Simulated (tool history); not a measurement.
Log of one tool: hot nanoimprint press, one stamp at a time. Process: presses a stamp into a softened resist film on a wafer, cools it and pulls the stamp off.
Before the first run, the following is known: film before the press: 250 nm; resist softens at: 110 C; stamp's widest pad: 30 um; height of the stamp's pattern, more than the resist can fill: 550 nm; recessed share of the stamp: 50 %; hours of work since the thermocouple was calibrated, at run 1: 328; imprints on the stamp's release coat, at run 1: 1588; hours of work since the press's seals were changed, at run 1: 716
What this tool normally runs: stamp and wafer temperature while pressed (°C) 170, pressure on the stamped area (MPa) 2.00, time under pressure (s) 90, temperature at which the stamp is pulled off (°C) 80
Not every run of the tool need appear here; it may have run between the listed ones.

run	day	stamp and wafer temperature while pressed (°C)	pressure on the stamped area (MPa)	time under pressure (s)	temperature at which the stamp is pulled off (°C)	hours of work since the thermocouple was calibrated	imprints on the stamp's release coat	hours of work since the press's seals were changed	resist left under the stamp's widest pad (Å)	greatest force while the stamp is pulled off (N)
1	0.000	170	2.00	90	80	328	1588	716	899	202
# day 1.312: plate thermocouple calibrated
# day 1.754: stamp cleaned and given a new release coat
2	2.471	170	2.00	90	80	15	67	751	911	207
3	4.046	170	2.00	90	80	41	213	777	896	204
4	6.283	170	2.00	90	80	77	421	813	897	202
5	8.000	170	2.00	90	80	105	580	841	907	202
6	9.550	170	2.00	111	80	131	723	867	829	206
7	11.875	170	2.00	111	80	169	939	905	818	203
8	13.071	170	2.00	90	80	188	1050	924	909	202
9	14.392	170	2.00	90	80	210	1173	946	887	210
10	17.254	170	2.00	58	80	257	1439	993	1070	201
11	19.338	160	2.00	58	80	291	1632	1027	1834	201
# day 20.458: stamp cleaned and given a new release coat
12	21.708	160	2.00	58	80	326	116	1061	1860	209
# day 23.242: plate thermocouple calibrated
13	23.671	171	2.00	58	80	7	286	1091	1014	203
# day 25.392: press's hydraulic seals changed and the load cell set to zero
14	26.412	171	2.00	58	80	46	510	17	1024	208
15	27.862	170	2.38	90	80	70	645	40	843	208
16	29.667	170	2.38	90	80	100	812	70	845	209
17	31.721	175	2.06	51	69	133	1003	104	816	233
18	33.092	159	3.05	53	85	156	1130	126	1770	191
19	35.900	162	2.00	90	80	202	1390	172	1496	200
20	37.058	174	2.73	62	80	221	1498	191	706	208
# day 39.717: stamp cleaned and given a new release coat
21	40.046	170	2.43	90	67	265	30	236	831	241
22	41.933	178	1.49	177	67	296	206	267	443	241
23	43.608	175	2.34	177	65	324	361	294	433	243
24	44.796	175	2.34	177	67	343	471	313	439	237
# day 45.325: plate thermocouple calibrated
25	47.162	161	2.00	120	80	30	679	350	1435	205
26	49.246	161	2.00	120	80	64	873	384	1435	209
27	50.575	172	2.00	47	80	86	996	406	1044	200
28	53.392	170	2.30	136	80	132	1257	452	706	203
29	54.954	180	2.30	144	80	158	1402	478	334	209

Hidden condition of the tool, last listed run before each entry between runs versus first listed run after:
In the gap between runs 1 and 2: plate thermocouple calibrated (day 1.312); stamp cleaned and given a new release coat (day 1.754)
  true temperature over the reading, C: 0.03 -> 0; grip of the stamp's worn release coat, % over a new coat's: 0.9 -> 0
In the gap between runs 11 and 12: stamp cleaned and given a new release coat (day 20.458)
  grip of the stamp's worn release coat, % over a new coat's: 0.9 -> 0.1
In the gap between runs 12 and 13: plate thermocouple calibrated (day 23.242)
  true temperature over the reading, C: 0.03 -> 0; grip of the stamp's worn release coat, % over a new coat's: 0.1 -> 0.2
In the gap between runs 13 and 14: press's hydraulic seals changed and the load cell set to zero (day 25.392)
  true temperature over the reading, C: 0 -> 0.01; pressure that arrives at the usual setting, %: 99.87 -> 100; grip of the stamp's worn release coat, % over a new coat's: 0.2 -> 0.3
In the gap between runs 20 and 21: stamp cleaned and given a new release coat (day 39.717)
  pressure that arrives at the usual setting, %: 99.98 -> 99.97; grip of the stamp's worn release coat, % over a new coat's: 0.9 -> 0
In the gap between runs 24 and 25: plate thermocouple calibrated (day 45.325)
  true temperature over the reading, C: 0.03 -> 0; grip of the stamp's worn release coat, % over a new coat's: 0.3 -> 0.4
